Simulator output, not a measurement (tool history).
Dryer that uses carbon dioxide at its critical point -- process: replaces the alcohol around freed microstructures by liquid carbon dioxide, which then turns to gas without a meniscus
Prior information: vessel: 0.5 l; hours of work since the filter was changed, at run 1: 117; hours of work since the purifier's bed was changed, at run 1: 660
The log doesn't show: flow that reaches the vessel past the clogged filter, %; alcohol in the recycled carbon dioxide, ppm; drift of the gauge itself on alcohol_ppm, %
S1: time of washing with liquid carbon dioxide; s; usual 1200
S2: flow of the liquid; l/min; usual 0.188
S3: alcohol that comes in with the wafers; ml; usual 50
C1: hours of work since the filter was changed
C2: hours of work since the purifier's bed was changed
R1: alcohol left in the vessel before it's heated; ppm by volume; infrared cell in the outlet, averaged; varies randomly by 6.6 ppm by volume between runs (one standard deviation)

Run 1, hour 0.0: usual settings; C1 117; C2 660. Result: R1 473 ppm by volume.
Run 2, hour 24.1: usual settings but S2 0.194 l/min; C1 130; C2 673. Result: R1 411 ppm by volume.
Run 3, hour 54.6: usual settings; C1 146; C2 689. Result: R1 526 ppm by volume.
At hour 83.9: inlet filter changed.
Run 4, hour 85.0: usual settings but S2 0.122 l/min; C1 1; C2 705. Result: R1 2544 ppm by volume.
Run 5, hour 106.5: usual settings but S2 0.122 l/min; C1 12; C2 716. Result: R1 2520 ppm by volume.
At hour 134.2: purifier's bed changed.
Run 6, hour 148.7: usual settings but S2 0.122 l/min; C1 33; C2 8. Result: R1 2620 ppm by volume.
Run 7, hour 185.4: usual settings but S3 98 ml; C1 52; C2 27. Result: R1 664 ppm by volume.
Run 8, hour 232.5: usual settings but S1 1080 s, S3 98 ml; C1 77; C2 52. Result: R1 1271 ppm by volume.
Run 9, hour 265.9: usual settings but S1 1080 s, S3 98 ml; C1 94; C2 69. Result: R1 1312 ppm by volume.
Run 10, hour 297.1: usual settings but S1 1080 s, S3 98 ml; C1 111; C2 86. Result: R1 1369 ppm by volume.
Run 11, hour 347.4: usual settings but S1 1080 s, S3 98 ml; C1 137; C2 112. Result: R1 1457 ppm by volume.
At hour 394.8: inlet filter changed.
Run 12, hour 396.4: usual settings; C1 1; C2 138. Result: R1 307 ppm by volume.
Run 13, hour 442.3: usual settings; C1 25; C2 162. Result: R1 328 ppm by volume.
Run 14, hour 479.3: usual settings but S3 48 ml; C1 45; C2 181. Result: R1 338 ppm by volume.
Run 15, hour 515.7: usual settings but S3 48 ml; C1 64; C2 200. Result: R1 349 ppm by volume.
Run 16, hour 557.2: usual settings but S3 48 ml; C1 86; C2 222. Result: R1 379 ppm by volume.
Run 17, hour 584.8: usual settings but S3 48 ml; C1 100; C2 237. Result: R1 388 ppm by volume.
Run 18, hour 625.2: usual settings but S3 25 ml; C1 121; C2 258. Result: R1 233 ppm by volume.
Run 19, hour 648.1: usual settings but S3 25 ml; C1 133; C2 270. Result: R1 235 ppm by volume.
Run 20, hour 672.3: usual settings but S3 25 ml; C1 146; C2 283. Result: R1 256 ppm by volume.
At hour 701.8: inlet filter changed.
Run 21, hour 706.5: usual settings but S1 960 s, S2 0.135 l/min, S3 22 ml; C1 2; C2 300. Result: R1 1687 ppm by volume.
Run 22, hour 738.3: usual settings but S1 960 s, S2 0.119 l/min, S3 38 ml; C1 19; C2 317. Result: R1 4363 ppm by volume.
Run 23, hour 787.8: usual settings but S1 960 s, S2 0.121 l/min, S3 111 ml; C1 45; C2 343. Result: R1 12364 ppm by volume.
Run 24, hour 812.1: usual settings but S1 960 s, S2 0.121 l/min, S3 111 ml; C1 58; C2 356. Result: R1 12853 ppm by volume.
Run 25, hour 848.0: usual settings but S1 960 s, S2 0.121 l/min, S3 111 ml; C1 77; C2 375. Result: R1 13282 ppm by volume.
Run 26, hour 887.4: usual settings but S2 0.149 l/min, S3 44 ml; C1 98; C2 396. Result: R1 1191 ppm by volume.
Run 27, hour 928.7: usual settings but S3 44 ml; C1 119; C2 417. Result: R1 397 ppm by volume.
Run 28, hour 971.3: usual settings but S3 44 ml; C1 142; C2 440. Result: R1 433 ppm by volume.
At hour 1007.3: inlet filter changed.
Run 29, hour 1015.0: usual settings but S3 44 ml; C1 4; C2 462. Result: R1 292 ppm by volume.
Run 30, hour 1053.9: usual settings but S3 44 ml; C1 25; C2 483. Result: R1 306 ppm by volume.
Run 31, hour 1085.2: usual settings but S1 1560 s, S2 0.139 l/min, S3 82 ml; C1 41; C2 499. Result: R1 775 ppm by volume.
Run 32, hour 1129.7: usual settings but S1 1560 s, S2 0.139 l/min, S3 82 ml; C1 64; C2 523. Result: R1 842 ppm by volume.
Run 33, hour 1172.9: usual settings but S2 0.236 l/min, S3 64 ml; C1 87; C2 545. Result: R1 140 ppm by volume.
Run 34, hour 1217.6: usual settings but S1 840 s, S2 0.255 l/min, S3 76 ml; C1 111; C2 569. Result: R1 801 ppm by volume.
Run 35, hour 1252.8: usual settings but S2 0.129 l/min; C1 129; C2 587. Result: R1 2616 ppm by volume.

Here are 5 independent what-if runs from the current tool condition. What would each one return?
Run A, hour 1284.1: usual settings but S3 43 ml; C1 146; C2 604. Result: R1 ?.
Run B, hour 1284.1: usual settings but S1 960 s, S2 0.129 l/min; C1 146; C2 604. Result: R1 ?.
Run C, hour 1284.1: usual settings but S3 24 ml; C1 146; C2 604. Result: R1 ?.
Run D, hour 1284.1: usual settings but S1 1260 s, S2 0.293 l/min, S3 23 ml; C1 146; C2 604. Result: R1 ?.
Run E, hour 1284.1: usual settings but S1 1020 s, S2 0.161 l/min, S3 38 ml; C1 146; C2 604. Result: R1 ?.

run    R1
  A   434
  B  5538
  C   243
  D    35
  E  1589
Take away the tool's hidden state, keep each run's random variation, and the runs would have read:
run    R1
  A   250
  B  4214
  C   128
  D     3
  E  1089

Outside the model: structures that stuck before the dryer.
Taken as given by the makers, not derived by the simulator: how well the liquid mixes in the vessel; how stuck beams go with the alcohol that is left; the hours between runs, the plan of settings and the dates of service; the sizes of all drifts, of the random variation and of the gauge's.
